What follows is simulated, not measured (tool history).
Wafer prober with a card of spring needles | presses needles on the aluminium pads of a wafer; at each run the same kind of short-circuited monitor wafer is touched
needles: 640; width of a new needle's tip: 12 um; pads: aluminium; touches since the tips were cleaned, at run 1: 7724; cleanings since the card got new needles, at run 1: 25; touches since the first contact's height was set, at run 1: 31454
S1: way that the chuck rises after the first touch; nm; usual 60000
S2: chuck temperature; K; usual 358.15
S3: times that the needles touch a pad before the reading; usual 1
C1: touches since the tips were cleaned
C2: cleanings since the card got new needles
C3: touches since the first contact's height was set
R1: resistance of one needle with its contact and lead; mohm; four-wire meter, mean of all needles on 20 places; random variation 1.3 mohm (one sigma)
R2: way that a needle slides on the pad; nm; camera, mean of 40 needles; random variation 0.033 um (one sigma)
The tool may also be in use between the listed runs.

{"run": 1, "day": 0.0, "S1": 60000, "S2": 358.15, "S3": 1, "C1": 7724, "C2": 25, "C3": 31454, "R1": 127, "R2": 13180}
{"day": 0.071, "done": "tips cleaned on abrasive film"}
{"run": 2, "day": 0.488, "S1": 60000, "S2": 358.15, "S3": 1, "C1": 3434, "C2": 26, "C3": 35441, "R1": 134, "R2": 13130}
{"day": 1.054, "done": "tips cleaned on abrasive film"}
{"run": 3, "day": 1.5, "S1": 60000, "S2": 309.15, "S3": 1, "C1": 3680, "C2": 27, "C3": 43766, "R1": 115, "R2": 13130}
{"day": 2.079, "done": "tips cleaned on abrasive film"}
{"run": 4, "day": 2.104, "S1": 60000, "S2": 358.15, "S3": 1, "C1": 225, "C2": 28, "C3": 48706, "R1": 106, "R2": 13020}
{"run": 5, "day": 2.642, "S1": 60000, "S2": 358.15, "S3": 1, "C1": 4661, "C2": 28, "C3": 53142, "R1": 123, "R2": 13140}
{"day": 3.062, "done": "tips cleaned on abrasive film"}
{"day": 3.588, "done": "height of the first contact set anew"}
{"run": 6, "day": 3.608, "S1": 60000, "S2": 358.15, "S3": 1, "C1": 4397, "C2": 29, "C3": 175, "R1": 121, "R2": 13250}
{"day": 4.062, "done": "tips cleaned on abrasive film"}
{"run": 7, "day": 4.179, "S1": 60000, "S2": 300.15, "S3": 1, "C1": 945, "C2": 30, "C3": 4833, "R1": 105, "R2": 13240}
{"run": 8, "day": 4.704, "S1": 60000, "S2": 300.15, "S3": 1, "C1": 5300, "C2": 30, "C3": 9188, "R1": 118, "R2": 13210}
{"day": 5.042, "done": "tips cleaned on abrasive film"}
{"run": 9, "day": 5.283, "S1": 60000, "S2": 300.15, "S3": 1, "C1": 1965, "C2": 31, "C3": 13899, "R1": 109, "R2": 13200}
{"day": 5.562, "done": "tips cleaned on abrasive film, once more"}
{"run": 10, "day": 5.8, "S1": 60000, "S2": 358.15, "S3": 1, "C1": 1948, "C2": 32, "C3": 18129, "R1": 114, "R2": 13160}
{"day": 6.554, "done": "tips cleaned on abrasive film"}
{"run": 11, "day": 6.75, "S1": 60000, "S2": 358.15, "S3": 1, "C1": 1603, "C2": 33, "C3": 25918, "R1": 113, "R2": 13100}
{"day": 7.533, "done": "tips cleaned on abrasive film"}
{"run": 12, "day": 7.696, "S1": 64000, "S2": 309.15, "S3": 1, "C1": 1355, "C2": 34, "C3": 33709, "R1": 108, "R2": 13990}
{"day": 8.533, "done": "tips cleaned on abrasive film"}
{"run": 13, "day": 8.625, "S1": 64000, "S2": 309.15, "S3": 1, "C1": 764, "C2": 35, "C3": 41333, "R1": 108, "R2": 13960}
{"run": 14, "day": 9.433, "S1": 64000, "S2": 336.15, "S3": 1, "C1": 7403, "C2": 35, "C3": 47972, "R1": 123, "R2": 14020}
{"day": 9.504, "done": "tips cleaned on abrasive film"}
{"run": 15, "day": 10.258, "S1": 62000, "S2": 358.15, "S3": 1, "C1": 6230, "C2": 36, "C3": 54766, "R1": 121, "R2": 13540}
{"day": 10.488, "done": "tips cleaned on abrasive film"}
{"day": 10.996, "done": "height of the first contact set anew"}
{"run": 16, "day": 11.233, "S1": 48000, "S2": 302.15, "S3": 3, "C1": 6025, "C2": 37, "C3": 1955, "R1": 111, "R2": 10610}
{"day": 11.496, "done": "tips cleaned on abrasive film"}
{"run": 17, "day": 11.717, "S1": 48000, "S2": 302.15, "S3": 3, "C1": 1831, "C2": 38, "C3": 5928, "R1": 106, "R2": 10550}
{"day": 12.521, "done": "tips cleaned on abrasive film"}
{"run": 18, "day": 12.554, "S1": 58000, "S2": 301.15, "S3": 2, "C1": 260, "C2": 39, "C3": 12786, "R1": 102, "R2": 12750}
{"run": 19, "day": 13.096, "S1": 58000, "S2": 301.15, "S3": 2, "C1": 4730, "C2": 39, "C3": 17256, "R1": 112, "R2": 12740}

Measured less the same run without the tool's hidden state. The same run-to-run variation is in both; the gauge's scatter may not be:
The hidden state here: debris on the tips, nm; way that the needles fall short of the set height, um; tips' diameter, um; drift of the gauge itself on contact_mohm, %; drift of the gauge itself on scrub_um, %.
run=1 R1=+20 R2=-70
run=2 R1=+29 R2=-120
run=3 R1=+17 R2=-130
run=4 R1=+2 R2=-170
run=5 R1=+17 R2=-160
run=6 R1=+17 R2=+0
run=7 R1=+8 R2=-30
run=8 R1=+20 R2=-30
run=9 R1=+11 R2=-50
run=10 R1=+9 R2=-80
run=11 R1=+9 R2=-100
run=12 R1=+9 R2=-130
run=13 R1=+6 R2=-150
run=14 R1=+19 R2=-150
run=15 R1=+18 R2=-180
run=16 R1=+11 R2=+0
run=17 R1=+6 R2=-20
run=18 R1=+3 R2=-50
run=19 R1=+12 R2=-50

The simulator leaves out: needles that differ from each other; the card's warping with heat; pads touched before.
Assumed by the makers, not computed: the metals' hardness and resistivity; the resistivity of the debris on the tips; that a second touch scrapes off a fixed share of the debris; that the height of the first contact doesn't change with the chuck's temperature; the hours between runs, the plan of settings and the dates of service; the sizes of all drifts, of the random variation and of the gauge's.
